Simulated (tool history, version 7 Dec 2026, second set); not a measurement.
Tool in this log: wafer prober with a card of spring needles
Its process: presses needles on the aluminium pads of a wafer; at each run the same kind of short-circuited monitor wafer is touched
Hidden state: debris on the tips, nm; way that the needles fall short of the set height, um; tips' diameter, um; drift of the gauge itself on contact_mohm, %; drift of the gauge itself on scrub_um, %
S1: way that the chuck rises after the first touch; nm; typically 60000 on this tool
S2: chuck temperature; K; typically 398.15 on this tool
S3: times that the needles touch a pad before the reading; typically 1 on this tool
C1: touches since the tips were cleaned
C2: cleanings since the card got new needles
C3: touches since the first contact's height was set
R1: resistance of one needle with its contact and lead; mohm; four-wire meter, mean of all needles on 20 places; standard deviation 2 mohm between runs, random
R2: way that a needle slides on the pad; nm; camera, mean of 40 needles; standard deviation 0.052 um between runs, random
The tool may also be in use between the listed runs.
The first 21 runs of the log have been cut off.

run   hour     S1      S2  S3    C1  C2     C3   R1     R2
     478.3  -- height of the first contact set anew
     481.2  -- tips cleaned on abrasive film
 22  485.2  51000  322.15   1   951  76   1596  203  11490
     495.5  -- tips cleaned on abrasive film
     508.2  -- tips cleaned on abrasive film
 23    516  46000  327.15   2  1841  78   8824  203  10320
     521.7  -- tips cleaned on abrasive film
 24  532.3  42000  329.15   2  2490  79  12645  205   9500
     534.5  -- tips cleaned on abrasive film
     547.5  -- tips cleaned on abrasive film
 25  547.5  47000  388.15   1     0  81  16201  215  10520
     561.9  -- tips cleaned on abrasive film
 26  568.1  47000  319.15   1  1462  82  21047  205  10520
     574.8  -- tips cleaned on abrasive film
     588.2  -- tips cleaned on abrasive film
 27  588.9  47000  319.15   1   177  84  25915  204  10530
     600.7  -- tips cleaned on abrasive film
     613.8  -- tips cleaned on abrasive film
 28    616  43000  305.15   1   514  86  32261  201   9700
     626.8  -- tips cleaned on abrasive film
     640.2  -- tips cleaned on abrasive film
 29  641.1  43000  305.15   1   207  88  38136  201   9630
     654.7  -- tips cleaned on abrasive film
 30  654.7  68000  388.15   1     0  89  41338  214  15220

What if the next run were any one of these 3? Each begins from the tool's condition after run 30:
     668.2  -- tips cleaned on abrasive film
     680.6  -- tips cleaned on abrasive film
  A  684.8  68000  388.15   1  977  91  48392   ?   ?
     668.2  -- tips cleaned on abrasive film
     680.6  -- tips cleaned on abrasive film
  B  684.8  60000  379.15   1  977  91  48392   ?   ?
     668.2  -- tips cleaned on abrasive film
     680.6  -- tips cleaned on abrasive film
  C  684.8  41000  317.15   1  977  91  48392   ?   ?

run   R1     R2
  A  210  15250
  B  212  13560
  C  205   9200
Stripped of hidden state, with their random variation kept, the same runs would have yielded:
run   R1     R2
  A  210  15250
  B  212  13560
  C  204   9210

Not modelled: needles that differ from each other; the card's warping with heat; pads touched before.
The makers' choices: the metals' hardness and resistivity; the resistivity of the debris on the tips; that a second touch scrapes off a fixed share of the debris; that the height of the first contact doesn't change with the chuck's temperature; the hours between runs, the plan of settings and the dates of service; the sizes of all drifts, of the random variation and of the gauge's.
